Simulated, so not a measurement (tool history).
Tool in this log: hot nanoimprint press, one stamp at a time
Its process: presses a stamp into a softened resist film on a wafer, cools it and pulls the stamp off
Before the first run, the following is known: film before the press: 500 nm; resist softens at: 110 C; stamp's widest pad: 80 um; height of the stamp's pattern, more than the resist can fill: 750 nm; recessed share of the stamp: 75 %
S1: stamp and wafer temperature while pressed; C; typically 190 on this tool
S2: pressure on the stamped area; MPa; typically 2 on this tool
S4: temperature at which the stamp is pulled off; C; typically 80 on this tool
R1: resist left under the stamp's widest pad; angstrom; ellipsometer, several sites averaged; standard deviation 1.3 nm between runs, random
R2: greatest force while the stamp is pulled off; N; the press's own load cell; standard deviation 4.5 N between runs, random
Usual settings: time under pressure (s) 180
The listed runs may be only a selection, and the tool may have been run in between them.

run 1 hour=0 | S1=190 S2=2 time_under_pressure_(s)=180 S4=80 | R1=2987 R2=289
run 2 hour=21 | S1=190 S2=2 time_under_pressure_(s)=180 S4=80 | R1=2978 R2=278
run 3 hour=37.2 | S1=190 S2=2 time_under_pressure_(s)=180 S4=80 | R1=2978 R2=295
run 4 hour=56.8 | S1=180 S2=2 time_under_pressure_(s)=180 S4=80 | R1=3708 R2=307
run 5 hour=76.6 | S1=190 S2=2 time_under_pressure_(s)=180 S4=80 | R1=2978 R2=288
run 6 hour=96.2 | S1=190 S2=2 time_under_pressure_(s)=180 S4=80 | R1=3014 R2=297
-- hour=101.9 plate thermocouple calibrated
run 7 hour=125.9 | S1=179 S2=2.58 time_under_pressure_(s)=128 S4=80 | R1=3812 R2=293
run 8 hour=147 | S1=194 S2=1.79 time_under_pressure_(s)=128 S4=80 | R1=3119 R2=311
run 9 hour=175.7 | S1=185 S2=2 time_under_pressure_(s)=102 S4=80 | R1=3853 R2=301
run 10 hour=197 | S1=198 S2=2 time_under_pressure_(s)=180 S4=79 | R1=2476 R2=321
run 11 hour=224.7 | S1=194 S2=2.25 time_under_pressure_(s)=180 S4=84 | R1=2622 R2=282

Pick out some run-to-run changes in R1. Of each, how much would a tool without hidden state show as well, from the settings, what came in and chance, and how much is left for the hidden state and any gauge scatter not in both results compared?
The tool's hidden condition here consists of: true temperature over the reading, C; pressure that arrives at the usual setting, %; grip of the stamp's worn release coat, % over a new coat's; drift of the gauge itself on residual_nm, %; drift of the gauge itself on pull_off_n, %.
Run 6 -> 7: S1 190 -> 179, S2 2 -> 2.58, time under pressure (s) 180 -> 128, plate thermocouple calibrated. R1 +798 angstrom: hidden state +10, all else +788.
Run 9 -> 10: S1 185 -> 198, time under pressure (s) 102 -> 180, S4 80 -> 79. R1 -1377 angstrom: hidden state +3, all else -1380.
